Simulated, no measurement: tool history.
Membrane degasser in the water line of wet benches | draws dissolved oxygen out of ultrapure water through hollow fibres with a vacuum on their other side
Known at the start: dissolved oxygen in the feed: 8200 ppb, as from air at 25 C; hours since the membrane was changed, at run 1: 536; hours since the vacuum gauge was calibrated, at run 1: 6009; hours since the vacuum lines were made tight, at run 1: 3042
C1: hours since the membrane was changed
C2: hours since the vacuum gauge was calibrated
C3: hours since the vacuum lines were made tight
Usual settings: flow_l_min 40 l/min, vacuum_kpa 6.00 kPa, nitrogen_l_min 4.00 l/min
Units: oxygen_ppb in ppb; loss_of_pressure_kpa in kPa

{"run": 1, "hour": 0.0, "flow_l_min": 40, "vacuum_kpa": 6.0, "nitrogen_l_min": 4.0, "C1": 536, "C2": 6009, "C3": 3042, "oxygen_ppb": 118.2, "loss_of_pressure_kpa": 29.73}
{"run": 2, "hour": 83.7, "flow_l_min": 49, "vacuum_kpa": 6.0, "nitrogen_l_min": 4.0, "C1": 620, "C2": 6093, "C3": 3126, "oxygen_ppb": 186.4, "loss_of_pressure_kpa": 36.12}
{"run": 3, "hour": 128.7, "flow_l_min": 40, "vacuum_kpa": 11.79, "nitrogen_l_min": 4.0, "C1": 665, "C2": 6138, "C3": 3171, "oxygen_ppb": 247.1, "loss_of_pressure_kpa": 29.63}
{"run": 4, "hour": 209.1, "flow_l_min": 40, "vacuum_kpa": 6.0, "nitrogen_l_min": 4.0, "C1": 745, "C2": 6218, "C3": 3251, "oxygen_ppb": 114.2, "loss_of_pressure_kpa": 29.43}
{"run": 5, "hour": 295.9, "flow_l_min": 40, "vacuum_kpa": 6.0, "nitrogen_l_min": 4.0, "C1": 832, "C2": 6305, "C3": 3338, "oxygen_ppb": 115.4, "loss_of_pressure_kpa": 29.8}
{"run": 6, "hour": 377.0, "flow_l_min": 40, "vacuum_kpa": 6.0, "nitrogen_l_min": 4.0, "C1": 913, "C2": 6386, "C3": 3419, "oxygen_ppb": 117.7, "loss_of_pressure_kpa": 29.62}
{"run": 7, "hour": 458.6, "flow_l_min": 40, "vacuum_kpa": 6.0, "nitrogen_l_min": 4.0, "C1": 995, "C2": 6467, "C3": 3501, "oxygen_ppb": 116.3, "loss_of_pressure_kpa": 29.56}
{"run": 8, "hour": 535.7, "flow_l_min": 40, "vacuum_kpa": 6.0, "nitrogen_l_min": 4.0, "C1": 1072, "C2": 6544, "C3": 3578, "oxygen_ppb": 115.9, "loss_of_pressure_kpa": 29.6}
{"run": 9, "hour": 612.5, "flow_l_min": 40, "vacuum_kpa": 7.64, "nitrogen_l_min": 4.0, "C1": 1148, "C2": 6621, "C3": 3655, "oxygen_ppb": 154.4, "loss_of_pressure_kpa": 29.15}
{"run": 10, "hour": 660.5, "flow_l_min": 40, "vacuum_kpa": 7.64, "nitrogen_l_min": 4.0, "C1": 1196, "C2": 6669, "C3": 3703, "oxygen_ppb": 152.6, "loss_of_pressure_kpa": 29.81}
{"run": 11, "hour": 720.1, "flow_l_min": 40, "vacuum_kpa": 7.64, "nitrogen_l_min": 4.0, "C1": 1256, "C2": 6729, "C3": 3762, "oxygen_ppb": 155.1, "loss_of_pressure_kpa": 29.48}
{"run": 12, "hour": 819.3, "flow_l_min": 40, "vacuum_kpa": 4.4, "nitrogen_l_min": 4.0, "C1": 1355, "C2": 6828, "C3": 3862, "oxygen_ppb": 81.1, "loss_of_pressure_kpa": 29.56}
{"run": 13, "hour": 891.4, "flow_l_min": 40, "vacuum_kpa": 4.4, "nitrogen_l_min": 4.0, "C1": 1427, "C2": 6900, "C3": 3934, "oxygen_ppb": 80.6, "loss_of_pressure_kpa": 29.56}
{"run": 14, "hour": 989.2, "flow_l_min": 28, "vacuum_kpa": 12.63, "nitrogen_l_min": 3.64, "C1": 1525, "C2": 6998, "C3": 4032, "oxygen_ppb": 188.6, "loss_of_pressure_kpa": 20.75}
{"run": 15, "hour": 1056.3, "flow_l_min": 28, "vacuum_kpa": 12.63, "nitrogen_l_min": 3.64, "C1": 1592, "C2": 7065, "C3": 4099, "oxygen_ppb": 182.7, "loss_of_pressure_kpa": 20.89}
{"run": 16, "hour": 1103.1, "flow_l_min": 58, "vacuum_kpa": 6.0, "nitrogen_l_min": 1.85, "C1": 1639, "C2": 7112, "C3": 4145, "oxygen_ppb": 379.5, "loss_of_pressure_kpa": 42.85}
{"run": 17, "hour": 1156.8, "flow_l_min": 55, "vacuum_kpa": 6.0, "nitrogen_l_min": 1.85, "C1": 1693, "C2": 7166, "C3": 4199, "oxygen_ppb": 342.2, "loss_of_pressure_kpa": 41.21}
{"run": 18, "hour": 1232.3, "flow_l_min": 55, "vacuum_kpa": 11.03, "nitrogen_l_min": 6.79, "C1": 1768, "C2": 7241, "C3": 4275, "oxygen_ppb": 298.0, "loss_of_pressure_kpa": 40.72}
{"run": 19, "hour": 1300.9, "flow_l_min": 48, "vacuum_kpa": 11.03, "nitrogen_l_min": 6.79, "C1": 1837, "C2": 7310, "C3": 4343, "oxygen_ppb": 231.5, "loss_of_pressure_kpa": 35.77}

3 ways to go on from here, each from the tool as it stands after run 19. What would each give?
{"run": "A", "hour": 1353.0, "flow_l_min": 59, "vacuum_kpa": 9.99, "nitrogen_l_min": 8.99, "C1": 1889, "C2": 7362, "C3": 4395, "oxygen_ppb": "?", "loss_of_pressure_kpa": "?"}
{"run": "B", "hour": 1353.0, "flow_l_min": 40, "vacuum_kpa": 7.03, "nitrogen_l_min": 6.79, "C1": 1889, "C2": 7362, "C3": 4395, "oxygen_ppb": "?", "loss_of_pressure_kpa": "?"}
{"run": "C", "hour": 1353.0, "flow_l_min": 54, "vacuum_kpa": 12.11, "nitrogen_l_min": 6.66, "C1": 1889, "C2": 7362, "C3": 4395, "oxygen_ppb": "?", "loss_of_pressure_kpa": "?"}

run=A oxygen_ppb=298.4 loss_of_pressure_kpa=43.78
run=B oxygen_ppb=104.1 loss_of_pressure_kpa=29.85
run=C oxygen_ppb=314.1 loss_of_pressure_kpa=40.07
Without the tool's hidden state the same runs would have given:
run=A oxygen_ppb=284.7 loss_of_pressure_kpa=43.37
run=B oxygen_ppb=95.3 loss_of_pressure_kpa=29.57
run=C oxygen_ppb=299.8 loss_of_pressure_kpa=39.69
